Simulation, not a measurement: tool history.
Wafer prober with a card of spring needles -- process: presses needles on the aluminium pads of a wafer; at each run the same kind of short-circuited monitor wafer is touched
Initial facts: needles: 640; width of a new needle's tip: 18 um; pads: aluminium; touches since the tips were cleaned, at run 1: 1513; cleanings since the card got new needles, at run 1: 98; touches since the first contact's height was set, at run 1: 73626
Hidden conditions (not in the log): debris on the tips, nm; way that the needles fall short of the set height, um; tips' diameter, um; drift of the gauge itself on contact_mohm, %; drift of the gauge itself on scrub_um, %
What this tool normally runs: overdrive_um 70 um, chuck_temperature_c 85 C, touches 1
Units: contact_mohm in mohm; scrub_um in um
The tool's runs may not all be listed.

run	hour	overdrive_um	chuck_temperature_c	touches	touches since the tips were cleaned	cleanings since the card got new needles	touches since the first contact's height was set	contact_mohm	scrub_um
1	0.0	70	85	1	1513	98	73626	195	14.20
# hour 1.8: tips cleaned on abrasive film
# hour 6.2: tips cleaned on abrasive film
# hour 10.5: tips cleaned on abrasive film
# hour 14.0: tips cleaned on abrasive film
# hour 18.4: tips cleaned on abrasive film
# hour 22.7: tips cleaned on abrasive film
# hour 27.1: tips cleaned on abrasive film
# hour 31.4: tips cleaned on abrasive film
# hour 35.8: tips cleaned on abrasive film
2	36.5	70	85	1	480	107	97025	199	14.21
# hour 37.6: height of the first contact set anew
# hour 40.3: tips cleaned on abrasive film
# hour 44.6: tips cleaned on abrasive film
# hour 49.0: tips cleaned on abrasive film
# hour 53.3: tips cleaned on abrasive film
# hour 57.7: tips cleaned on abrasive film
# hour 62.0: tips cleaned on abrasive film
# hour 66.4: tips cleaned on abrasive film
# hour 70.7: tips cleaned on abrasive film
3	73.8	70	85	1	2044	115	23287	194	14.23
# hour 74.8: tips cleaned on abrasive film
# hour 78.3: tips cleaned on abrasive film
# hour 82.6: tips cleaned on abrasive film
# hour 87.0: tips cleaned on abrasive film
# hour 91.4: tips cleaned on abrasive film
# hour 95.0: tips cleaned on abrasive film
4	95.0	70	80	1	0	121	36807	192	14.21
# hour 99.4: tips cleaned on abrasive film
# hour 103.7: tips cleaned on abrasive film
# hour 108.1: tips cleaned on abrasive film
# hour 112.4: tips cleaned on abrasive film
# hour 116.8: tips cleaned on abrasive film
# hour 121.1: tips cleaned on abrasive film
5	122.4	70	85	1	861	127	54439	196	14.27
# hour 125.1: tips cleaned on abrasive film
# hour 129.4: tips cleaned on abrasive film
# hour 133.8: tips cleaned on abrasive film
# hour 138.1: tips cleaned on abrasive film
# hour 142.5: tips cleaned on abrasive film
# hour 146.8: tips cleaned on abrasive film
# hour 150.3: tips cleaned on abrasive film
# hour 154.0: tips cleaned on abrasive film
6	154.0	70	85	1	0	135	74682	195	14.30
# hour 158.4: tips cleaned on abrasive film
# hour 162.7: tips cleaned on abrasive film
# hour 167.1: tips cleaned on abrasive film
# hour 171.4: tips cleaned on abrasive film
# hour 175.8: tips cleaned on abrasive film
# hour 180.1: tips cleaned on abrasive film
# hour 184.5: tips cleaned on abrasive film
# hour 188.8: tips cleaned on abrasive film
# hour 190.0: height of the first contact set anew
# hour 193.5: tips cleaned on abrasive film
7	194.3	70	36	1	552	144	2788	182	14.23
# hour 197.8: tips cleaned on abrasive film
# hour 202.2: tips cleaned on abrasive film
# hour 206.5: tips cleaned on abrasive film
# hour 210.0: tips cleaned on abrasive film
# hour 214.4: tips cleaned on abrasive film
# hour 218.7: tips cleaned on abrasive film
# hour 222.2: tips cleaned on abrasive film
# hour 226.6: tips cleaned on abrasive film
# hour 230.9: tips cleaned on abrasive film
# hour 235.3: tips cleaned on abrasive film
# hour 239.6: tips cleaned on abrasive film
8	242.9	70	36	1	2145	155	34003	183	14.27
# hour 243.8: tips cleaned on abrasive film
# hour 248.2: tips cleaned on abrasive film
# hour 252.5: tips cleaned on abrasive film
# hour 256.9: tips cleaned on abrasive film
# hour 261.2: tips cleaned on abrasive film
# hour 265.6: tips cleaned on abrasive film
# hour 269.9: tips cleaned on abrasive film
# hour 274.3: tips cleaned on abrasive film
# hour 278.6: tips cleaned on abrasive film
# hour 283.0: tips cleaned on abrasive film
9	285.1	70	36	1	1407	165	61126	184	14.28
# hour 286.9: tips cleaned on abrasive film
# hour 291.3: tips cleaned on abrasive film
# hour 295.6: tips cleaned on abrasive film
# hour 300.0: tips cleaned on abrasive film
# hour 304.3: tips cleaned on abrasive film
# hour 308.7: tips cleaned on abrasive film
# hour 313.0: tips cleaned on abrasive film
10	313.9	70	85	1	607	172	79621	194	14.32
# hour 316.6: tips cleaned on abrasive film
# hour 320.9: tips cleaned on abrasive film
# hour 325.3: tips cleaned on abrasive film
# hour 329.6: tips cleaned on abrasive film
# hour 334.0: tips cleaned on abrasive film
# hour 338.3: tips cleaned on abrasive film
# hour 342.0: height of the first contact set anew
# hour 343.0: tips cleaned on abrasive film
# hour 346.5: tips cleaned on abrasive film
11	347.5	70	85	1	677	180	3473	196	14.35
# hour 350.2: tips cleaned on abrasive film
# hour 354.5: tips cleaned on abrasive film
# hour 358.9: tips cleaned on abrasive film
# hour 362.4: tips cleaned on abrasive film
# hour 366.7: tips cleaned on abrasive film
# hour 371.1: tips cleaned on abrasive film
# hour 375.4: tips cleaned on abrasive film
# hour 379.8: tips cleaned on abrasive film
12	382.7	70	85	1	1912	188	26068	192	14.34
# hour 383.6: tips cleaned on abrasive film
# hour 388.0: tips cleaned on abrasive film
# hour 391.5: tips cleaned on abrasive film
# hour 395.8: tips cleaned on abrasive film
# hour 400.2: tips cleaned on abrasive film
# hour 404.5: tips cleaned on abrasive film
# hour 408.0: tips cleaned on abrasive film
# hour 412.4: tips cleaned on abrasive film
# hour 416.7: tips cleaned on abrasive film
# hour 420.7: tips cleaned on abrasive film
13	420.7	59	95	2	0	198	50398	203	12.06
# hour 424.2: tips cleaned on abrasive film
# hour 428.5: tips cleaned on abrasive film
# hour 432.9: tips cleaned on abrasive film
# hour 437.2: tips cleaned on abrasive film
# hour 441.6: tips cleaned on abrasive film
# hour 445.9: tips cleaned on abrasive film
# hour 449.4: tips cleaned on abrasive film
# hour 453.8: tips cleaned on abrasive film
14	454.5	89	105	2	454	206	72096	195	18.18
# hour 458.0: tips cleaned on abrasive film
# hour 462.3: tips cleaned on abrasive film
# hour 466.7: tips cleaned on abrasive film
# hour 471.0: tips cleaned on abrasive film
# hour 475.4: tips cleaned on abrasive film
# hour 479.7: tips cleaned on abrasive film
# hour 484.1: tips cleaned on abrasive film
15	486.9	70	53	2	1870	213	92973	188	14.34
# hour 487.9: tips cleaned on abrasive film
# hour 492.2: tips cleaned on abrasive film
# hour 494.2: height of the first contact set anew
# hour 496.9: tips cleaned on abrasive film
# hour 500.4: tips cleaned on abrasive film
# hour 504.7: tips cleaned on abrasive film
# hour 509.1: tips cleaned on abrasive film
# hour 513.4: tips cleaned on abrasive film
# hour 517.8: tips cleaned on abrasive film
# hour 522.1: tips cleaned on abrasive film
# hour 526.5: tips cleaned on abrasive film
# hour 530.0: tips cleaned on abrasive film
16	532.1	70	53	2	1392	224	24313	190	14.33
# hour 533.9: tips cleaned on abrasive film
# hour 538.3: tips cleaned on abrasive film
# hour 542.6: tips cleaned on abrasive film
# hour 547.0: tips cleaned on abrasive film
# hour 551.3: tips cleaned on abrasive film
# hour 554.8: tips cleaned on abrasive film
# hour 559.2: tips cleaned on abrasive film
# hour 563.5: tips cleaned on abrasive film
# hour 567.9: tips cleaned on abrasive film
# hour 572.2: tips cleaned on abrasive film
17	572.7	61	101	2	313	234	50341	201	12.56
# hour 576.2: tips cleaned on abrasive film
# hour 580.5: tips cleaned on abrasive film
# hour 584.9: tips cleaned on abrasive film
# hour 589.2: tips cleaned on abrasive film
# hour 593.6: tips cleaned on abrasive film
# hour 597.9: tips cleaned on abrasive film
# hour 602.3: tips cleaned on abrasive film
# hour 606.1: tips cleaned on abrasive film
18	606.1	61	101	2	0	242	71815	199	12.54
# hour 610.5: tips cleaned on abrasive film
# hour 614.8: tips cleaned on abrasive film
# hour 619.2: tips cleaned on abrasive film
# hour 622.7: tips cleaned on abrasive film
# hour 627.0: tips cleaned on abrasive film
19	630.0	62	101	3	1936	247	87168	200	12.71
# hour 630.9: tips cleaned on abrasive film
# hour 635.3: tips cleaned on abrasive film
# hour 639.6: tips cleaned on abrasive film
# hour 644.0: tips cleaned on abrasive film
# hour 646.0: height of the first contact set anew
# hour 647.8: tips cleaned on abrasive film
# hour 652.2: tips cleaned on abrasive film
20	654.9	57	27	3	1823	253	5737	185	11.68
# hour 655.9: tips cleaned on abrasive film
# hour 660.2: tips cleaned on abrasive film
# hour 664.6: tips cleaned on abrasive film
# hour 668.1: tips cleaned on abrasive film
# hour 672.4: tips cleaned on abrasive film
# hour 676.8: tips cleaned on abrasive film
21	679.2	58	85	2	1581	259	21294	196	11.90

For each entry between runs, how does the tool's hidden state at the last listed run before it compare with that at the first listed run after it?
Run 1 -> run 2: tips cleaned on abrasive film (hour 1.8); tips cleaned on abrasive film (hour 6.2); tips cleaned on abrasive film (hour 10.5); tips cleaned on abrasive film (hour 14.0); tips cleaned on abrasive film (hour 18.4); tips cleaned on abrasive film (hour 22.7); tips cleaned on abrasive film (hour 27.1); tips cleaned on abrasive film (hour 31.4); tips cleaned on abrasive film (hour 35.8)
  debris on the tips, nm: 0.5 -> 0.2; drift of the gauge itself on scrub_um, %: 0 -> 0.06
  difference, measured minus the result without the unlogged condition, scrub_um: +0.00 -> +0.01 um
Run 2 -> run 3: height of the first contact set anew (hour 37.6); tips cleaned on abrasive film (hour 40.3); tips cleaned on abrasive film (hour 44.6); tips cleaned on abrasive film (hour 49.0); tips cleaned on abrasive film (hour 53.3); tips cleaned on abrasive film (hour 57.7); tips cleaned on abrasive film (hour 62.0); tips cleaned on abrasive film (hour 66.4); tips cleaned on abrasive film (hour 70.7)
  debris on the tips, nm: 0.2 -> 0.6; way that the needles fall short of the set height, um: 0.01 -> 0; tips' diameter, um: 18.01 -> 18.02; drift of the gauge itself on scrub_um, %: 0.06 -> 0.13
  difference, measured minus the result without the unlogged condition, scrub_um: +0.01 -> +0.02 um
Run 3 -> run 4: tips cleaned on abrasive film (hour 74.8); tips cleaned on abrasive film (hour 78.3); tips cleaned on abrasive film (hour 82.6); tips cleaned on abrasive film (hour 87.0); tips cleaned on abrasive film (hour 91.4); tips cleaned on abrasive film (hour 95.0)
  debris on the tips, nm: 0.6 -> 0.1; way that the needles fall short of the set height, um: 0 -> 0.01; drift of the gauge itself on scrub_um, %: 0.13 -> 0.17
  difference, measured minus the result without the unlogged condition, scrub_um: +0.02 -> +0.02 um
Run 4 -> run 5: tips cleaned on abrasive film (hour 99.4); tips cleaned on abrasive film (hour 103.7); tips cleaned on abrasive film (hour 108.1); tips cleaned on abrasive film (hour 112.4); tips cleaned on abrasive film (hour 116.8); tips cleaned on abrasive film (hour 121.1)
  debris on the tips, nm: 0.1 -> 0.3; drift of the gauge itself on scrub_um, %: 0.17 -> 0.22
  difference, measured minus the result without the unlogged condition, scrub_um: +0.02 -> +0.03 um
Run 5 -> run 6: tips cleaned on abrasive film (hour 125.1); tips cleaned on abrasive film (hour 129.4); tips cleaned on abrasive film (hour 133.8); tips cleaned on abrasive film (hour 138.1); tips cleaned on abrasive film (hour 142.5); tips cleaned on abrasive film (hour 146.8); tips cleaned on abrasive film (hour 150.3); tips cleaned on abrasive film (hour 154.0)
  debris on the tips, nm: 0.3 -> 0; drift of the gauge itself on scrub_um, %: 0.22 -> 0.27
  difference, measured minus the result without the unlogged condition, scrub_um: +0.03 -> +0.04 um
Run 6 -> run 7: tips cleaned on abrasive film (hour 158.4); tips cleaned on abrasive film (hour 162.7); tips cleaned on abrasive film (hour 167.1); tips cleaned on abrasive film (hour 171.4); tips cleaned on abrasive film (hour 175.8); tips cleaned on abrasive film (hour 180.1); tips cleaned on abrasive film (hour 184.5); tips cleaned on abrasive film (hour 188.8); height of the first contact set anew (hour 190.0); tips cleaned on abrasive film (hour 193.5)
  debris on the tips, nm: 0 -> 0.2; way that the needles fall short of the set height, um: 0.01 -> 0; drift of the gauge itself on scrub_um, %: 0.27 -> 0.34
  difference, measured minus the result without the unlogged condition, scrub_um: +0.04 -> +0.05 um
Run 7 -> run 8: tips cleaned on abrasive film (hour 197.8); tips cleaned on abrasive film (hour 202.2); tips cleaned on abrasive film (hour 206.5); tips cleaned on abrasive film (hour 210.0); tips cleaned on abrasive film (hour 214.4); tips cleaned on abrasive film (hour 218.7); tips cleaned on abrasive film (hour 222.2); tips cleaned on abrasive film (hour 226.6); tips cleaned on abrasive film (hour 230.9); tips cleaned on abrasive film (hour 235.3); tips cleaned on abrasive film (hour 239.6)
  debris on the tips, nm: 0.2 -> 0.5; drift of the gauge itself on scrub_um, %: 0.34 -> 0.43
  difference, measured minus the result without the unlogged condition, scrub_um: +0.05 -> +0.06 um
Run 8 -> run 9: tips cleaned on abrasive film (hour 243.8); tips cleaned on abrasive film (hour 248.2); tips cleaned on abrasive film (hour 252.5); tips cleaned on abrasive film (hour 256.9); tips cleaned on abrasive film (hour 261.2); tips cleaned on abrasive film (hour 265.6); tips cleaned on abrasive film (hour 269.9); tips cleaned on abrasive film (hour 274.3); tips cleaned on abrasive film (hour 278.6); tips cleaned on abrasive film (hour 283.0)
  way that the needles fall short of the set height, um: 0 -> 0.01; drift of the gauge itself on scrub_um, %: 0.43 -> 0.5
  difference, measured minus the result without the unlogged condition, scrub_um: +0.06 -> +0.07 um
Run 9 -> run 10: tips cleaned on abrasive film (hour 286.9); tips cleaned on abrasive film (hour 291.3); tips cleaned on abrasive film (hour 295.6); tips cleaned on abrasive film (hour 300.0); tips cleaned on abrasive film (hour 304.3); tips cleaned on abrasive film (hour 308.7); tips cleaned on abrasive film (hour 313.0)
  debris on the tips, nm: 0.5 -> 0.3; drift of the gauge itself on scrub_um, %: 0.5 -> 0.56
  difference, measured minus the result without the unlogged condition, scrub_um: +0.07 -> +0.08 um
Run 10 -> run 11: tips cleaned on abrasive film (hour 316.6); tips cleaned on abrasive film (hour 320.9); tips cleaned on abrasive film (hour 325.3); tips cleaned on abrasive film (hour 329.6); tips cleaned on abrasive film (hour 334.0); tips cleaned on abrasive film (hour 338.3); height of the first contact set anew (hour 342.0); tips cleaned on abrasive film (hour 343.0); tips cleaned on abrasive film (hour 346.5)
  way that the needles fall short of the set height, um: 0.01 -> 0; tips' diameter, um: 18.02 -> 18.03; drift of the gauge itself on scrub_um, %: 0.56 -> 0.61
  difference, measured minus the result without the unlogged condition, scrub_um: +0.08 -> +0.08 um
Run 11 -> run 12: tips cleaned on abrasive film (hour 350.2); tips cleaned on abrasive film (hour 354.5); tips cleaned on abrasive film (hour 358.9); tips cleaned on abrasive film (hour 362.4); tips cleaned on abrasive film (hour 366.7); tips cleaned on abrasive film (hour 371.1); tips cleaned on abrasive film (hour 375.4); tips cleaned on abrasive film (hour 379.8)
  debris on the tips, nm: 0.3 -> 0.6; drift of the gauge itself on scrub_um, %: 0.61 -> 0.68
  difference, measured minus the result without the unlogged condition, scrub_um: +0.08 -> +0.10 um
Run 12 -> run 13: tips cleaned on abrasive film (hour 383.6); tips cleaned on abrasive film (hour 388.0); tips cleaned on abrasive film (hour 391.5); tips cleaned on abrasive film (hour 395.8); tips cleaned on abrasive film (hour 400.2); tips cleaned on abrasive film (hour 404.5); tips cleaned on abrasive film (hour 408.0); tips cleaned on abrasive film (hour 412.4); tips cleaned on abrasive film (hour 416.7); tips cleaned on abrasive film (hour 420.7)
  debris on the tips, nm: 0.6 -> 0.1; way that the needles fall short of the set height, um: 0 -> 0.01; drift of the gauge itself on scrub_um, %: 0.68 -> 0.74
  difference, measured minus the result without the unlogged condition, scrub_um: +0.10 -> +0.09 um
Run 13 -> run 14: tips cleaned on abrasive film (hour 424.2); tips cleaned on abrasive film (hour 428.5); tips cleaned on abrasive film (hour 432.9); tips cleaned on abrasive film (hour 437.2); tips cleaned on abrasive film (hour 441.6); tips cleaned on abrasive film (hour 445.9); tips cleaned on abrasive film (hour 449.4); tips cleaned on abrasive film (hour 453.8)
  debris on the tips, nm: 0.1 -> 0.2; drift of the gauge itself on scrub_um, %: 0.74 -> 0.8
  difference, measured minus the result without the unlogged condition, scrub_um: +0.09 -> +0.15 um
Run 14 -> run 15: tips cleaned on abrasive film (hour 458.0); tips cleaned on abrasive film (hour 462.3); tips cleaned on abrasive film (hour 466.7); tips cleaned on abrasive film (hour 471.0); tips cleaned on abrasive film (hour 475.4); tips cleaned on abrasive film (hour 479.7); tips cleaned on abrasive film (hour 484.1)
  debris on the tips, nm: 0.2 -> 0.5; drift of the gauge itself on scrub_um, %: 0.8 -> 0.86
  difference, measured minus the result without the unlogged condition, scrub_um: +0.15 -> +0.12 um
Run 15 -> run 16: tips cleaned on abrasive film (hour 487.9); tips cleaned on abrasive film (hour 492.2); height of the first contact set anew (hour 494.2); tips cleaned on abrasive film (hour 496.9); tips cleaned on abrasive film (hour 500.4); tips cleaned on abrasive film (hour 504.7); tips cleaned on abrasive film (hour 509.1); tips cleaned on abrasive film (hour 513.4); tips cleaned on abrasive film (hour 517.8); tips cleaned on abrasive film (hour 522.1); tips cleaned on abrasive film (hour 526.5); tips cleaned on abrasive film (hour 530.0)
  debris on the tips, nm: 0.5 -> 0.4; way that the needles fall short of the set height, um: 0.01 -> 0; drift of the gauge itself on scrub_um, %: 0.86 -> 0.94
  difference, measured minus the result without the unlogged condition, scrub_um: +0.12 -> +0.13 um
Run 16 -> run 17: tips cleaned on abrasive film (hour 533.9); tips cleaned on abrasive film (hour 538.3); tips cleaned on abrasive film (hour 542.6); tips cleaned on abrasive film (hour 547.0); tips cleaned on abrasive film (hour 551.3); tips cleaned on abrasive film (hour 554.8); tips cleaned on abrasive film (hour 559.2); tips cleaned on abrasive film (hour 563.5); tips cleaned on abrasive film (hour 567.9); tips cleaned on abrasive film (hour 572.2)
  debris on the tips, nm: 0.4 -> 0.1; way that the needles fall short of the set height, um: 0 -> 0.01; drift of the gauge itself on scrub_um, %: 0.94 -> 1.01
  difference, measured minus the result without the unlogged condition, scrub_um: +0.13 -> +0.13 um
Run 17 -> run 18: tips cleaned on abrasive film (hour 576.2); tips cleaned on abrasive film (hour 580.5); tips cleaned on abrasive film (hour 584.9); tips cleaned on abrasive film (hour 589.2); tips cleaned on abrasive film (hour 593.6); tips cleaned on abrasive film (hour 597.9); tips cleaned on abrasive film (hour 602.3); tips cleaned on abrasive film (hour 606.1)
  drift of the gauge itself on scrub_um, %: 1.01 -> 1.07
  difference, measured minus the result without the unlogged condition, scrub_um: +0.13 -> +0.13 um
Run 18 -> run 19: tips cleaned on abrasive film (hour 610.5); tips cleaned on abrasive film (hour 614.8); tips cleaned on abrasive film (hour 619.2); tips cleaned on abrasive film (hour 622.7); tips cleaned on abrasive film (hour 627.0)
  debris on the tips, nm: 0.1 -> 0.5; tips' diameter, um: 18.03 -> 18.04; drift of the gauge itself on scrub_um, %: 1.07 -> 1.11
  difference, measured minus the result without the unlogged condition, scrub_um: +0.13 -> +0.14 um
Run 19 -> run 20: tips cleaned on abrasive film (hour 630.9); tips cleaned on abrasive film (hour 635.3); tips cleaned on abrasive film (hour 639.6); tips cleaned on abrasive film (hour 644.0); height of the first contact set anew (hour 646.0); tips cleaned on abrasive film (hour 647.8); tips cleaned on abrasive film (hour 652.2)
  way that the needles fall short of the set height, um: 0.01 -> 0; drift of the gauge itself on scrub_um, %: 1.11 -> 1.16
  difference, measured minus the result without the unlogged condition, scrub_um: +0.14 -> +0.13 um
Run 20 -> run 21: tips cleaned on abrasive film (hour 655.9); tips cleaned on abrasive film (hour 660.2); tips cleaned on abrasive film (hour 664.6); tips cleaned on abrasive film (hour 668.1); tips cleaned on abrasive film (hour 672.4); tips cleaned on abrasive film (hour 676.8)
  debris on the tips, nm: 0.5 -> 0.4; drift of the gauge itself on scrub_um, %: 1.16 -> 1.2
  difference, measured minus the result without the unlogged condition, scrub_um: +0.13 -> +0.14 um

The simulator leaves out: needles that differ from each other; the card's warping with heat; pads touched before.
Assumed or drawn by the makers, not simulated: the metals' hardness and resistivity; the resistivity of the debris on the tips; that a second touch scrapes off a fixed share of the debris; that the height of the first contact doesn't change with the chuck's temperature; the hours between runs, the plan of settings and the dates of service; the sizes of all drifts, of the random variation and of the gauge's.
